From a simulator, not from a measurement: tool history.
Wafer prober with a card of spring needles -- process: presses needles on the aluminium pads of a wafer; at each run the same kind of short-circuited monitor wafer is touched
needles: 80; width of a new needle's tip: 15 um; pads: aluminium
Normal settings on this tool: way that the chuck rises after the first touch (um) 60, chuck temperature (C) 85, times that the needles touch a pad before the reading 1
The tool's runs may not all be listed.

run     day  way that the chuck rises after the first touch (um)  chuck temperature (C)  times that the needles touch a pad before the reading  resistance of one needle with its contact and lead (mohm)  way that a needle slides on the pad (um)
  1       0                                                   60                     85                                                      1                                                        352                                     16.72
      0.096  -- tips cleaned on abrasive film
      0.829  -- tips cleaned on abrasive film
      1.467  -- tips cleaned on abrasive film
  2   1.733                                                   60                     85                                                      1                                                        308                                     16.62
      2.154  -- tips cleaned on abrasive film
      2.779  -- tips cleaned on abrasive film
  3   3.238                                                   60                     85                                                      1                                                        334                                     16.56
      3.392  -- tips cleaned on abrasive film
      4.012  -- tips cleaned on abrasive film
  4   4.504                                                   60                     85                                                      1                                                        353                                     16.59
      4.696  -- tips cleaned on abrasive film
      5.358  -- tips cleaned on abrasive film
  5   5.612                                                   60                     85                                                      1                                                        308                                     16.57
      6.038  -- tips cleaned on abrasive film
      6.667  -- tips cleaned on abrasive film
  6   7.208                                                   60                     85                                                      1                                                        367                                     16.52
       7.35  -- tips cleaned on abrasive film
      8.088  -- tips cleaned on abrasive film
      8.721  -- tips cleaned on abrasive film
  7   8.721                                                   60                     85                                                      1                                                        160                                     16.44
      9.429  -- tips cleaned on abrasive film
  8   9.729                                                   60                     85                                                      1                                                        322                                     16.37
     10.054  -- tips cleaned on abrasive film
     10.804  -- tips cleaned on abrasive film
     11.433  -- tips cleaned on abrasive film
  9  11.433                                                   60                     85                                                      1                                                        159                                     16.37
     12.108  -- tips cleaned on abrasive film
 10  12.142                                                   60                     85                                                      3                                                        161                                     16.29
     12.758  -- tips cleaned on abrasive film
     13.438  -- tips cleaned on abrasive film
 11  13.446                                                   60                     85                                                      3                                                        156                                     16.24
     14.067  -- tips cleaned on abrasive film
     14.738  -- tips cleaned on abrasive film
 12  14.912                                                   60                     27                                                      1                                                        299                                     16.28
     15.358  -- tips cleaned on abrasive film
     15.971  -- tips cleaned on abrasive film
 13  16.442                                                   58                     25                                                      1                                                        398                                     15.57
     16.583  -- tips cleaned on abrasive film
     16.596  -- height of the first contact set anew
     17.221  -- tips cleaned on abrasive film
     17.833  -- tips cleaned on abrasive film
 14  18.125                                                   58                     25                                                      1                                                        340                                     16.15
       18.5  -- tips cleaned on abrasive film
     19.175  -- tips cleaned on abrasive film
 15  19.396                                                   48                     81                                                      1                                                        365                                      13.3
     19.846  -- tips cleaned on abrasive film
     20.521  -- tips cleaned on abrasive film
 16  20.521                                                   48                     81                                                      1                                                        181                                     13.25

Run 17 comes next. What will it give?
     21.221  -- tips cleaned on abrasive film
     21.846  -- tips cleaned on abrasive film
 17  21.971                                                   75                     81                                                      2                                                          ?                                         ?

For run 17 the tool returned resistance of one needle with its contact and lead (mohm) 190, way that a needle slides on the pad (um) 20.72.
Were there no unlogged condition in the tool, this run, its random variation unchanged, would have produced resistance of one needle with its contact and lead (mohm) 145, way that a needle slides on the pad (um) 20.87.
